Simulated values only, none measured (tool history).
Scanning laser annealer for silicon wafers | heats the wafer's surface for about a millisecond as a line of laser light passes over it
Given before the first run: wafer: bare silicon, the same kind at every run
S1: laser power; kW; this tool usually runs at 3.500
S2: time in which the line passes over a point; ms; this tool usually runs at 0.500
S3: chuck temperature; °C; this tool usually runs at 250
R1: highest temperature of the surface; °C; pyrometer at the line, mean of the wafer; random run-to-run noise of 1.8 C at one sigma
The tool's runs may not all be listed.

run,hour,S1,S2,S3,R1
1,0.0,3.500,0.500,250,921
2,16.5,3.500,0.500,250,920
3,30.7,3.500,0.500,250,918
4,53.1,3.500,0.500,250,915
5,70.4,3.500,0.500,250,919
6,84.1,3.500,0.560,250,957
# hour 97.1: optics aligned, line set to its width
7,103.6,3.500,0.560,250,966
8,122.7,3.500,0.560,250,964
9,139.0,3.500,0.500,250,921
10,152.4,3.500,0.500,250,922
11,164.3,3.500,0.500,250,921
12,174.1,3.500,0.466,250,902
13,194.5,3.500,0.466,250,900
14,213.1,3.500,0.466,250,894
15,231.4,3.500,0.466,250,895
16,253.9,3.500,0.466,250,895
17,265.0,3.500,0.466,250,893
18,282.8,3.500,0.466,250,895
19,302.2,3.500,0.500,250,915
20,318.4,3.500,0.500,250,910
# hour 329.8: window over the wafer cleaned
21,334.8,3.500,0.500,250,952
22,344.2,3.424,0.381,250,849
23,359.4,3.424,0.381,250,847
24,382.8,3.424,0.381,250,844
25,402.9,3.424,0.381,250,846
26,421.2,3.424,0.381,250,845
27,440.6,3.119,0.500,250,871
28,450.8,3.119,0.500,250,872
29,465.0,3.571,0.500,250,957
30,484.3,3.234,0.580,227,921
31,504.6,3.458,0.480,235,909
32,522.4,3.458,0.480,235,904
33,536.9,3.829,0.500,218,971

Run 34 has not been measured yet. What should we expect?
34,559.9,3.398,0.571,263,?

{"run 34": {"R1": 980}}
If the tool had no hidden condition, the same run with the same run-to-run variation would have returned R1 997 °C.
